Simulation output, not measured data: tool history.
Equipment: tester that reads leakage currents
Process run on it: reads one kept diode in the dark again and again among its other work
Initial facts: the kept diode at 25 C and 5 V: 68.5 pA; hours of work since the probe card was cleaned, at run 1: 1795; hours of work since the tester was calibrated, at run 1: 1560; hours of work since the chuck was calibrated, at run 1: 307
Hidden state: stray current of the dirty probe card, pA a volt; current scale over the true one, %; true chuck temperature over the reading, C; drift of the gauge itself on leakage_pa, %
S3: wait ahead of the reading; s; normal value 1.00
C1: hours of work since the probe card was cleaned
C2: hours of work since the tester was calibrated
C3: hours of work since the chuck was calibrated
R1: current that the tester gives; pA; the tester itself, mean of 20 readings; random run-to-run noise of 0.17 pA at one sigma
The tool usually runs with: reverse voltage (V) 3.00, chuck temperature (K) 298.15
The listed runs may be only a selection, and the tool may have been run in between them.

{"run": 1, "hour": 0.0, "reverse voltage (V)": 3.0, "chuck temperature (K)": 298.15, "S3": 1.0, "C1": 1795, "C2": 1560, "C3": 307, "R1": 52.62}
{"run": 2, "hour": 121.3, "reverse voltage (V)": 3.0, "chuck temperature (K)": 298.15, "S3": 1.0, "C1": 1880, "C2": 1645, "C3": 392, "R1": 51.59}
{"run": 3, "hour": 205.9, "reverse voltage (V)": 3.0, "chuck temperature (K)": 298.15, "S3": 1.0, "C1": 1939, "C2": 1705, "C3": 451, "R1": 50.83}
{"hour": 292.0, "done": "chuck's temperature calibrated"}
{"run": 4, "hour": 396.9, "reverse voltage (V)": 3.0, "chuck temperature (K)": 298.15, "S3": 9.01, "C1": 2072, "C2": 1838, "C3": 74, "R1": 55.33}
{"run": 5, "hour": 518.8, "reverse voltage (V)": 1.53, "chuck temperature (K)": 298.15, "S3": 9.01, "C1": 2158, "C2": 1923, "C3": 159, "R1": 38.35}
{"run": 6, "hour": 710.5, "reverse voltage (V)": 1.53, "chuck temperature (K)": 298.15, "S3": 9.01, "C1": 2292, "C2": 2058, "C3": 294, "R1": 37.55}
{"run": 7, "hour": 880.7, "reverse voltage (V)": 1.53, "chuck temperature (K)": 298.15, "S3": 9.01, "C1": 2412, "C2": 2178, "C3": 414, "R1": 36.3}
{"run": 8, "hour": 961.3, "reverse voltage (V)": 1.53, "chuck temperature (K)": 298.15, "S3": 9.01, "C1": 2469, "C2": 2234, "C3": 470, "R1": 35.8}
{"hour": 1019.4, "done": "chuck's temperature calibrated"}
{"run": 9, "hour": 1115.2, "reverse voltage (V)": 1.53, "chuck temperature (K)": 298.15, "S3": 9.01, "C1": 2576, "C2": 2341, "C3": 67, "R1": 39.23}
{"run": 10, "hour": 1256.9, "reverse voltage (V)": 3.0, "chuck temperature (K)": 298.15, "S3": 1.0, "C1": 2675, "C2": 2441, "C3": 167, "R1": 55.24}
{"run": 11, "hour": 1346.2, "reverse voltage (V)": 3.0, "chuck temperature (K)": 298.15, "S3": 1.0, "C1": 2738, "C2": 2504, "C3": 230, "R1": 54.0}
{"run": 12, "hour": 1521.6, "reverse voltage (V)": 11.95, "chuck temperature (K)": 296.15, "S3": 0.77, "C1": 2861, "C2": 2627, "C3": 353, "R1": 100.29}
{"run": 13, "hour": 1696.2, "reverse voltage (V)": 6.34, "chuck temperature (K)": 294.15, "S3": 1.0, "C1": 2984, "C2": 2749, "C3": 476, "R1": 57.42}
{"hour": 1711.6, "done": "probe card cleaned and baked"}
{"hour": 1756.9, "done": "chuck's temperature calibrated"}
{"run": 14, "hour": 1793.1, "reverse voltage (V)": 6.34, "chuck temperature (K)": 294.15, "S3": 1.0, "C1": 56, "C2": 2814, "C3": 26, "R1": 54.16}
{"run": 15, "hour": 1930.4, "reverse voltage (V)": 17.87, "chuck temperature (K)": 320.15, "S3": 7.2, "C1": 152, "C2": 2911, "C3": 122, "R1": 726.19}
{"run": 16, "hour": 2033.9, "reverse voltage (V)": 1.98, "chuck temperature (K)": 309.15, "S3": 1.2, "C1": 225, "C2": 2983, "C3": 195, "R1": 104.86}
{"run": 17, "hour": 2204.3, "reverse voltage (V)": 11.7, "chuck temperature (K)": 298.15, "S3": 7.2, "C1": 345, "C2": 3103, "C3": 315, "R1": 95.44}
{"run": 18, "hour": 2346.8, "reverse voltage (V)": 11.7, "chuck temperature (K)": 298.15, "S3": 7.2, "C1": 445, "C2": 3203, "C3": 415, "R1": 92.76}
{"hour": 2365.0, "done": "tester calibrated"}
{"hour": 2494.5, "done": "chuck's temperature calibrated"}
{"run": 19, "hour": 2515.6, "reverse voltage (V)": 15.14, "chuck temperature (K)": 316.15, "S3": 1.93, "C1": 561, "C2": 104, "C3": 15, "R1": 528.79}
{"run": 20, "hour": 2704.4, "reverse voltage (V)": 15.14, "chuck temperature (K)": 316.15, "S3": 1.93, "C1": 694, "C2": 237, "C3": 148, "R1": 513.4}
{"run": 21, "hour": 2838.6, "reverse voltage (V)": 3.0, "chuck temperature (K)": 322.15, "S3": 1.0, "C1": 788, "C2": 331, "C3": 242, "R1": 359.55}

Here are 4 independent what-if runs from the current tool condition. What would each one return?
{"run": "A", "hour": 3021.4, "reverse voltage (V)": 2.32, "chuck temperature (K)": 322.15, "S3": 1.55, "C1": 916, "C2": 460, "C3": 370, "R1": "?"}
{"run": "B", "hour": 3021.4, "reverse voltage (V)": 3.0, "chuck temperature (K)": 316.15, "S3": 1.0, "C1": 916, "C2": 460, "C3": 370, "R1": "?"}
{"run": "C", "hour": 3021.4, "reverse voltage (V)": 3.0, "chuck temperature (K)": 301.15, "S3": 1.0, "C1": 916, "C2": 460, "C3": 370, "R1": "?"}
{"run": "D", "hour": 3021.4, "reverse voltage (V)": 4.41, "chuck temperature (K)": 298.15, "S3": 2.36, "C1": 916, "C2": 460, "C3": 370, "R1": "?"}

run=A R1=308.32
run=B R1=220.06
run=C R1=65.65
run=D R1=61.78
With the hidden condition removed and each run's random variation left untouched, the same runs would have given:
run=A R1=333.56
run=B R1=237.95
run=C R1=70.26
run=D R1=65.27
